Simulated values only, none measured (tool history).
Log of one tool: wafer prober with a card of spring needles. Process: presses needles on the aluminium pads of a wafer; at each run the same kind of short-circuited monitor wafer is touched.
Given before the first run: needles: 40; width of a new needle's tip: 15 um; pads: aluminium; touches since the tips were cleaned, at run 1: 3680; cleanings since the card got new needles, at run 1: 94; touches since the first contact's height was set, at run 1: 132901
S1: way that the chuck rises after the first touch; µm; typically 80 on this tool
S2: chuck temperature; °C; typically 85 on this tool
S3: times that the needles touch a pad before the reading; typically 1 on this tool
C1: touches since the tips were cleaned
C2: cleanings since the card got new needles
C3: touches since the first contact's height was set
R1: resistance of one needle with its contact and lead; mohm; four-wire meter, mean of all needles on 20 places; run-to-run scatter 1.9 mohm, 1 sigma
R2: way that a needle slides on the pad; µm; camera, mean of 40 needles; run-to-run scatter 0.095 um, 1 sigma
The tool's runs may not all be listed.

run	day	S1	S2	S3	C1	C2	C3	R1	R2
1	0	80	85	1	3680	94	132901	210	13.17
# day 0.054: tips cleaned on abrasive film
# day 0.317: tips cleaned on abrasive film
2	0.317	80	85	1	0	96	137912	211	13.15
# day 0.567: tips cleaned on abrasive film
3	0.708	74	85	1	2263	97	144176	210	11.94
# day 0.825: tips cleaned on abrasive film
# day 1.092: tips cleaned on abrasive film
4	1.112	80	57	1	382	99	150655	207	13.03
# day 1.225: height of the first contact set anew
# day 1.362: tips cleaned on abrasive film
# day 1.654: tips cleaned on abrasive film
5	1.738	80	57	1	1406	101	8196	205	13.18
# day 1.917: tips cleaned on abrasive film
# day 2.158: tips cleaned on abrasive film
# day 2.421: tips cleaned on abrasive film
6	2.45	80	57	1	480	104	19576	201	13.07
# day 2.683: tips cleaned on abrasive film
# day 2.95: tips cleaned on abrasive film
7	2.975	80	57	1	420	106	27932	203	13.1
# day 3.208: tips cleaned on abrasive film
# day 3.5: tips cleaned on abrasive film
8	3.512	80	57	1	211	108	36548	202	13.11
# day 3.762: tips cleaned on abrasive film
9	3.933	80	85	2	2767	109	43310	211	13.13
# day 4.038: tips cleaned on abrasive film
# day 4.321: tips cleaned on abrasive film
# day 4.567: tips cleaned on abrasive film
10	4.567	80	85	2	0	112	53366	208	12.96
# day 4.817: tips cleaned on abrasive film
11	4.896	80	85	2	1280	113	58653	211	13.13
# day 5.058: tips cleaned on abrasive film
# day 5.329: tips cleaned on abrasive film
12	5.362	80	85	2	546	115	66103	211	13.09
# day 5.592: tips cleaned on abrasive film
# day 5.85: tips cleaned on abrasive film
13	5.921	80	85	1	1158	117	75074	212	13.05
# day 6.142: tips cleaned on abrasive film
14	6.238	80	85	1	1538	118	80092	207	13
# day 6.396: tips cleaned on abrasive film
15	6.612	80	57	1	3536	119	86166	205	12.96
# day 6.646: tips cleaned on abrasive film
# day 6.917: tips cleaned on abrasive film
16	7.008	80	92	2	1443	121	92417	208	13.05
# day 7.175: tips cleaned on abrasive film
# day 7.454: tips cleaned on abrasive film
17	7.683	71	85	1	3733	123	103286	212	11.69
# day 7.742: tips cleaned on abrasive film
# day 7.992: tips cleaned on abrasive film
# day 8.242: tips cleaned on abrasive film
18	8.367	71	85	1	2070	126	114197	213	11.6
# day 8.542: tips cleaned on abrasive film
19	8.679	71	85	1	2280	127	119187	209	11.82
# day 8.804: tips cleaned on abrasive film
# day 9.075: tips cleaned on abrasive film
20	9.233	71	26	1	2583	129	128048	199	11.57
# day 9.342: tips cleaned on abrasive film
# day 9.604: tips cleaned on abrasive film
# day 9.85: tips cleaned on abrasive film
21	9.85	62	63	1	0	132	137852	209	10.19
# day 10.129: tips cleaned on abrasive film
# day 10.421: tips cleaned on abrasive film
22	10.442	80	85	2	296	134	147307	210	12.96
# day 10.708: tips cleaned on abrasive film
# day 10.721: height of the first contact set anew
23	10.838	80	85	2	1944	135	1944	209	13.26
# day 10.988: tips cleaned on abrasive film
# day 11.25: tips cleaned on abrasive film
# day 11.492: tips cleaned on abrasive film
24	11.492	96	49	3	0	138	12327	201	15.81
# day 11.783: tips cleaned on abrasive film
25	11.879	96	49	3	1556	139	18585	200	15.89
# day 12.05: tips cleaned on abrasive film
# day 12.317: tips cleaned on abrasive film
26	12.521	82	67	2	3323	141	28867	206	13.51
# day 12.562: tips cleaned on abrasive film
# day 12.808: tips cleaned on abrasive film
27	12.933	92	60	1	2030	143	35430	205	15.15
# day 13.05: tips cleaned on abrasive film
# day 13.35: tips cleaned on abrasive film
28	13.379	79	60	1	451	145	42535	206	13
# day 13.612: tips cleaned on abrasive film
# day 13.896: tips cleaned on abrasive film
29	13.921	80	72	1	458	147	51232	205	13.13
# day 14.162: tips cleaned on abrasive film
# day 14.412: tips cleaned on abrasive film
30	14.412	73	94	1	0	149	59020	212	11.91

Alternative continuations, all from the tool just after run 30; predict every row:
# day 14.683: tips cleaned on abrasive film
# day 14.933: tips cleaned on abrasive film
A	14.942	73	94	3	112	151	67486	?	?
# day 14.683: tips cleaned on abrasive film
# day 14.933: tips cleaned on abrasive film
B	14.942	60	85	1	112	151	67486	?	?
# day 14.683: tips cleaned on abrasive film
# day 14.933: tips cleaned on abrasive film
C	14.942	61	62	2	112	151	67486	?	?

run	R1	R2
A	209	11.9
B	208	9.72
C	209	9.95
Take away the tool's hidden state, keep each run's random variation, and the runs would have read:
run	R1	R2
A	209	11.92
B	208	9.74
C	208	9.97

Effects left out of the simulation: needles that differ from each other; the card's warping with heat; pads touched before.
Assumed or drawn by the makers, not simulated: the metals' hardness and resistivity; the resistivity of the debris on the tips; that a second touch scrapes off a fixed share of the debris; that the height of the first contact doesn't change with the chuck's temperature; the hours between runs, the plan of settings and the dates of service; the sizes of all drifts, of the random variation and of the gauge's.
